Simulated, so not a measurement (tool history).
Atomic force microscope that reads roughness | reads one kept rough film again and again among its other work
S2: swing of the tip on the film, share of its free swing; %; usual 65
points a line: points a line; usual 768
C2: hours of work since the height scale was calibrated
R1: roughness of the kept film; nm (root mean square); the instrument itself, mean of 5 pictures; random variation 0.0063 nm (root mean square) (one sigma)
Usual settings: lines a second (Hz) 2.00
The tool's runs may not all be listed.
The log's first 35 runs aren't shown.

run 36 hour=633.6 | lines_a_second_(Hz)=2.35 S2=65 points_a_line=614 | pictures_with_this_tip=110 C2=957 | R1=1.213
run 37 hour=656.6 | lines_a_second_(Hz)=2.35 S2=65 points_a_line=614 | pictures_with_this_tip=152 C2=975 | R1=1.217
run 38 hour=673.6 | lines_a_second_(Hz)=2.35 S2=65 points_a_line=614 | pictures_with_this_tip=184 C2=988 | R1=1.215
run 39 hour=688.9 | lines_a_second_(Hz)=2.35 S2=65 points_a_line=614 | pictures_with_this_tip=212 C2=1000 | R1=1.224
run 40 hour=704.0 | lines_a_second_(Hz)=2.35 S2=87 points_a_line=261 | pictures_with_this_tip=240 C2=1011 | R1=1.056
run 41 hour=722.7 | lines_a_second_(Hz)=2.35 S2=87 points_a_line=876 | pictures_with_this_tip=275 C2=1026 | R1=1.101
run 42 hour=736.4 | lines_a_second_(Hz)=2.00 S2=65 points_a_line=320 | pictures_with_this_tip=300 C2=1036 | R1=1.208
run 43 hour=761.6 | lines_a_second_(Hz)=0.87 S2=66 points_a_line=616 | pictures_with_this_tip=347 C2=1056 | R1=1.251
-- hour=785.0 new tip fitted
run 44 hour=786.6 | lines_a_second_(Hz)=0.87 S2=66 points_a_line=616 | pictures_with_this_tip=3 C2=1075 | R1=1.257
run 45 hour=805.4 | lines_a_second_(Hz)=2.00 S2=78 points_a_line=768 | pictures_with_this_tip=38 C2=1090 | R1=1.182
run 46 hour=821.8 | lines_a_second_(Hz)=2.00 S2=78 points_a_line=768 | pictures_with_this_tip=68 C2=1102 | R1=1.175
run 47 hour=841.2 | lines_a_second_(Hz)=3.09 S2=65 points_a_line=768 | pictures_with_this_tip=104 C2=1117 | R1=1.195
run 48 hour=856.8 | lines_a_second_(Hz)=0.59 S2=70 points_a_line=768 | pictures_with_this_tip=133 C2=1129 | R1=1.258
run 49 hour=881.0 | lines_a_second_(Hz)=0.59 S2=70 points_a_line=1002 | pictures_with_this_tip=178 C2=1148 | R1=1.273
run 50 hour=897.2 | lines_a_second_(Hz)=1.21 S2=90 points_a_line=747 | pictures_with_this_tip=208 C2=1161 | R1=1.158
run 51 hour=908.0 | lines_a_second_(Hz)=1.21 S2=65 points_a_line=537 | pictures_with_this_tip=228 C2=1169 | R1=1.242
run 52 hour=922.3 | lines_a_second_(Hz)=3.53 S2=63 points_a_line=346 | pictures_with_this_tip=254 C2=1180 | R1=1.174

4 ways to go on from here, each from the tool as it stands after run 52. What would each give?
run A hour=944.4 | lines_a_second_(Hz)=1.62 S2=62 points_a_line=826 | pictures_with_this_tip=295 C2=1197 | R1=?
run B hour=944.4 | lines_a_second_(Hz)=0.79 S2=63 points_a_line=346 | pictures_with_this_tip=295 C2=1197 | R1=?
run C hour=944.4 | lines_a_second_(Hz)=2.00 S2=65 points_a_line=398 | pictures_with_this_tip=295 C2=1197 | R1=?
run D hour=944.4 | lines_a_second_(Hz)=1.30 S2=61 points_a_line=937 | pictures_with_this_tip=295 C2=1197 | R1=?

run=A R1=1.244
run=B R1=1.248
run=C R1=1.215
run=D R1=1.253
Without the tool's hidden state the same runs would have given:
run=A R1=1.247
run=B R1=1.251
run=C R1=1.218
run=D R1=1.256

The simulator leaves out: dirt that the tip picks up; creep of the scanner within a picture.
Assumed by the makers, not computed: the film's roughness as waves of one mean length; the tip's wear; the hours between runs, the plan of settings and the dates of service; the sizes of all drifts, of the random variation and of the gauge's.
